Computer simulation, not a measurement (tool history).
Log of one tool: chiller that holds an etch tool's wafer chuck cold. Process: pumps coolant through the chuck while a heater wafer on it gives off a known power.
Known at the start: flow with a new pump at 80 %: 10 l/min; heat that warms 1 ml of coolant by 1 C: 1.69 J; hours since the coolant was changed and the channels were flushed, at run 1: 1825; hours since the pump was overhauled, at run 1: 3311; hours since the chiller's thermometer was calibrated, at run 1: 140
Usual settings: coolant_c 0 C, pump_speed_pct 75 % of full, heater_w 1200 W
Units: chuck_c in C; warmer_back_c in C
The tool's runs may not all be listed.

run	day	coolant_c	pump_speed_pct	heater_w	hours since the coolant was changed and the channels were flushed	hours since the pump was overhauled	hours since the chiller's thermometer was calibrated	chuck_c	warmer_back_c
1	0	0	75	1200	1825	3311	140	10.8	4.95
2	3.958	0	75	989	1920	3406	235	9.1	4.16
3	8.983	0	75	989	2041	3526	356	9	4.07
4	11.938	0	75	1275	2112	3597	427	11.6	5.32
5	16.417	0	75	1275	2219	3705	534	11.7	5.33
6	19.546	0	75	1200	2294	3780	609	11	4.97
7	23.312	0	75	1200	2385	3870	700	11.1	5.05
8	28.717	0	75	1200	2514	4000	829	11.2	5.02
9	33.488	0	75	1200	2629	4114	944	11	5.1
10	39.129	0	75	1200	2764	4250	1079	11.1	5.12
11	42.162	0	87	1200	2837	4323	1152	9.6	4.3
12	46.75	0	87	1200	2947	4433	1262	9.7	4.32
13	51.067	0	87	1200	3051	4536	1366	9.6	4.32
14	54.371	0	87	1200	3130	4616	1445	9.9	4.4
15	57.504	0	75	1037	3205	4691	1520	9.8	4.41
16	60.233	5	92	820	3271	4756	1586	11.3	2.78
17	63.754	5	92	820	3355	4841	1670	11.2	2.81
18	67.854	0	75	1744	3454	4939	1769	16.7	7.55
19	70.254	0	74	1200	3511	4997	1826	11.6	5.33
20	73.042	0	74	1200	3578	5064	1893	11.5	5.33
21	77.525	0	74	1200	3686	5171	2001	11.5	5.27
# day 80.017: coolant changed, channels flushed
22	80.058	5	75	623	1	5226	2056	10.6	2.72
23	85.125	4	75	1415	123	5348	2177	16.9	6.19
24	89.875	4	75	1415	237	5462	2291	17	6.19
25	94.867	-3	71	1004	356	5581	2411	6.6	4.71

The next listed run, before its measurement:
26	100.329	9	69	681	487	5713	2542	?	?

{"run 26": {"chuck_c": 15.8, "warmer_back_c": 3.25}}
Without the tool's hidden state the same run would have given chuck_c 15.1 C, warmer_back_c 2.78 C.

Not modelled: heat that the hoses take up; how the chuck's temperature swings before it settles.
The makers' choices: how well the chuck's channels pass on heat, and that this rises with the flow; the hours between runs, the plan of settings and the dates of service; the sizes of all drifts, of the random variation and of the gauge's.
